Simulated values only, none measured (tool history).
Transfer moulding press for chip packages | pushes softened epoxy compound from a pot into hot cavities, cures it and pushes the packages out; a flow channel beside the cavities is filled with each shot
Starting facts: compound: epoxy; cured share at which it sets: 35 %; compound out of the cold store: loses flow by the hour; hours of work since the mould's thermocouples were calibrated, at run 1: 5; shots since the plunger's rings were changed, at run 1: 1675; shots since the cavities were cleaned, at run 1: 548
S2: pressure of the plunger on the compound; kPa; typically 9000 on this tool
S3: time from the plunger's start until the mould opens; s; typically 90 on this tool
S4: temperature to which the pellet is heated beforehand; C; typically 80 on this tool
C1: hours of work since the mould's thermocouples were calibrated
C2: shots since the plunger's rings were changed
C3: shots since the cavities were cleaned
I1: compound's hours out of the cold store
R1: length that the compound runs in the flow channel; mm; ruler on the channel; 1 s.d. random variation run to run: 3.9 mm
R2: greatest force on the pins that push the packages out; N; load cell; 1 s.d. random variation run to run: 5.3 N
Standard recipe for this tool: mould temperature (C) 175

Run 1, hour 0: usual settings; C1 5; C2 1675; C3 548; I1 43.1. Result: R1 530 mm, R2 175 N.
At hour 43: cavities cleaned with cleaning compound and waxed.
Run 2, hour 49.6: usual settings; C1 28; C2 2138; C3 63; I1 12.5. Result: R1 567 mm, R2 178 N.
Run 3, hour 125.2: usual settings; C1 65; C2 2867; C3 792; I1 29. Result: R1 537 mm, R2 177 N.
At hour 138.4: cavities cleaned with cleaning compound and waxed.
Run 4, hour 200.5: usual settings; C1 101; C2 3579; C3 599; I1 22.5. Result: R1 548 mm, R2 177 N.
At hour 236: cavities cleaned with cleaning compound and waxed.
Run 5, hour 236: usual settings but mould temperature (C) 169; C1 118; C2 3906; C3 0; I1 35.9. Result: R1 542 mm, R2 226 N.
Run 6, hour 275.1: usual settings but S2 9480 kPa; C1 137; C2 4282; C3 376; I1 10.7. Result: R1 585 mm, R2 174 N.
Run 7, hour 322.7: usual settings but S4 88 C; C1 160; C2 4741; C3 835; I1 11.3. Result: R1 573 mm, R2 176 N.
At hour 333.3: cavities cleaned with cleaning compound and waxed.
Run 8, hour 375.1: usual settings but S4 88 C; C1 185; C2 5232; C3 403; I1 45.4. Result: R1 517 mm, R2 176 N.
At hour 432.9: cavities cleaned with cleaning compound and waxed.
At hour 440.4: plunger's sealing rings changed.
Run 9, hour 444.1: usual settings but mould temperature (C) 169; C1 216; C2 36; C3 84; I1 9.8. Result: R1 578 mm, R2 240 N.
Run 10, hour 480.3: usual settings but mould temperature (C) 169; C1 234; C2 385; C3 433; I1 34.1. Result: R1 542 mm, R2 229 N.
Run 11, hour 520.6: usual settings but mould temperature (C) 179; C1 254; C2 773; C3 821; I1 45.5. Result: R1 514 mm, R2 179 N.
At hour 532.9: cavities cleaned with cleaning compound and waxed.
Run 12, hour 557.5: usual settings but mould temperature (C) 179, S2 9180 kPa; C1 271; C2 1115; C3 238; I1 23.2. Result: R1 553 mm, R2 172 N.
Run 13, hour 623.5: usual settings but mould temperature (C) 179, S2 9180 kPa; C1 303; C2 1751; C3 874; I1 12.1. Result: R1 577 mm, R2 166 N.
At hour 629.4: cavities cleaned with cleaning compound and waxed.
At hour 640.5: mould's thermocouples calibrated.
Run 14, hour 684.7: usual settings but mould temperature (C) 178; C1 22; C2 2307; C3 514; I1 37.9. Result: R1 527 mm, R2 170 N.
Run 15, hour 723.4: usual settings but mould temperature (C) 178; C1 40; C2 2680; C3 887; I1 45.4. Result: R1 519 mm, R2 178 N.
At hour 728.5: cavities cleaned with cleaning compound and waxed.
Run 16, hour 800.4: usual settings but mould temperature (C) 172, S2 7580 kPa, S3 74 s; C1 77; C2 3408; C3 693; I1 45.3. Result: R1 476 mm, R2 295 N.
At hour 829: cavities cleaned with cleaning compound and waxed.
Run 17, hour 864: usual settings but mould temperature (C) 170, S2 10100 kPa, S3 74 s; C1 107; C2 4005; C3 337; I1 35. Result: R1 568 mm, R2 333 N.
Run 18, hour 907.5: usual settings but S3 78 s; C1 129; C2 4425; C3 757; I1 30. Result: R1 537 mm, R2 216 N.
At hour 925.3: cavities cleaned with cleaning compound and waxed.
Run 19, hour 946.2: usual settings but S3 78 s; C1 147; C2 4783; C3 201; I1 31.3. Result: R1 541 mm, R2 235 N.
Run 20, hour 994.4: usual settings but S3 78 s; C1 170; C2 5248; C3 666; I1 45.8. Result: R1 520 mm, R2 209 N.
At hour 1025.5: cavities cleaned with cleaning compound and waxed.
Run 21, hour 1030.8: usual settings but mould temperature (C) 167, S2 7450 kPa, S3 84 s, S4 76 C; C1 187; C2 5584; C3 51; I1 31. Result: R1 489 mm, R2 299 N.
At hour 1057: plunger's sealing rings changed.
Run 22, hour 1067.5: usual settings but mould temperature (C) 167, S2 7450 kPa, S3 84 s, S4 76 C; C1 204; C2 101; C3 381; I1 20.5. Result: R1 513 mm, R2 315 N.
At hour 1127.5: cavities cleaned with cleaning compound and waxed.
Run 23, hour 1146: usual settings but mould temperature (C) 177, S2 8580 kPa, S3 118 s, S4 71 C; C1 241; C2 843; C3 178; I1 17.5. Result: R1 545 mm, R2 160 N.
Run 24, hour 1210.6: usual settings but mould temperature (C) 173, S3 118 s, S4 74 C; C1 273; C2 1465; C3 800; I1 24.5. Result: R1 551 mm, R2 173 N.
At hour 1224.1: cavities cleaned with cleaning compound and waxed.
Run 25, hour 1260.5: usual settings but mould temperature (C) 173, S3 118 s, S4 74 C; C1 296; C2 1932; C3 351; I1 33. Result: R1 537 mm, R2 171 N.
At hour 1290.5: mould's thermocouples calibrated.
At hour 1325.6: cavities cleaned with cleaning compound and waxed.
Run 26, hour 1330.5: usual settings but mould temperature (C) 171, S3 124 s, S4 74 C; C1 19; C2 2573; C3 48; I1 37.7. Result: R1 535 mm, R2 145 N.

Consider 5 possible next runs. They are alternatives, not a sequence: every one starts from the tool as it was left by run 26. What does each give?
Run A, hour 1368.5: usual settings but mould temperature (C) 176, S2 7710 kPa, S3 124 s, S4 75 C; C1 37; C2 2939; C3 414; I1 15.6. Result: R1 ?, R2 ?.
Run B, hour 1368.5: usual settings but mould temperature (C) 171, S2 7670 kPa, S3 107 s, S4 73 C; C1 37; C2 2939; C3 414; I1 39.5. Result: R1 ?, R2 ?.
Run C, hour 1368.5: usual settings but mould temperature (C) 176, S4 86 C; C1 37; C2 2939; C3 414; I1 21.4. Result: R1 ?, R2 ?.
Run D, hour 1368.5: usual settings but mould temperature (C) 181, S2 9810 kPa, S4 87 C; C1 37; C2 2939; C3 414; I1 17.7. Result: R1 ?, R2 ?.
Run E, hour 1368.5: usual settings but S3 84 s; C1 37; C2 2939; C3 414; I1 35.9. Result: R1 ?, R2 ?.

run   R1   R2
  A  513  165
  B  488  173
  C  548  179
  D  584  171
  E  533  185
With the hidden condition removed and each run's random variation left untouched, the same runs would have given:
run   R1   R2
  A  514  164
  B  488  172
  C  549  177
  D  584  169
  E  534  183

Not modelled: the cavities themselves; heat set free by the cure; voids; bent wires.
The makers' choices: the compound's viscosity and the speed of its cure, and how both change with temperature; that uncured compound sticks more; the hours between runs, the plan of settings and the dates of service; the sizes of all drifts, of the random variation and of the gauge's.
